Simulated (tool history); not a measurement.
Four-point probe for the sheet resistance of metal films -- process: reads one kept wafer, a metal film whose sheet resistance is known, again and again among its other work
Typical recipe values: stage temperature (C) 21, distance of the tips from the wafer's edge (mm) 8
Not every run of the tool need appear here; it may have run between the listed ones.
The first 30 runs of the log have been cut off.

run	hour	stage temperature (C)	distance of the tips from the wafer's edge (mm)	sheet resistance as the instrument gives it (ohm/square)
31	852.2	19	13	4.106181
32	880.8	21	18	4.101171
33	899.7	33	20	4.076334
34	933.5	33	20	4.075418
35	949.9	30	8	4.089547
36	970.5	31	6	4.093817
37	1007.2	21	3	4.15737
38	1028.5	21	4	4.132162
39	1057.6	28	62	4.085281
40	1096.4	28	62	4.083585

Alternative continuations, all from the tool just after run 40; predict every row:
A	1132.3	23	8	?
B	1132.3	31	4	?
C	1132.3	32	6	?
D	1132.3	29	10	?
E	1132.3	30	36	?

run	sheet resistance as the instrument gives it (ohm/square)
A	4.104029
B	4.112285
C	4.090832
D	4.087651
E	4.081447
The same runs, with their run-to-run variation unchanged, on a tool lacking any hidden condition would have given:
run	sheet resistance as the instrument gives it (ohm/square)
A	4.103509
B	4.111764
C	4.090312
D	4.087133
E	4.080929
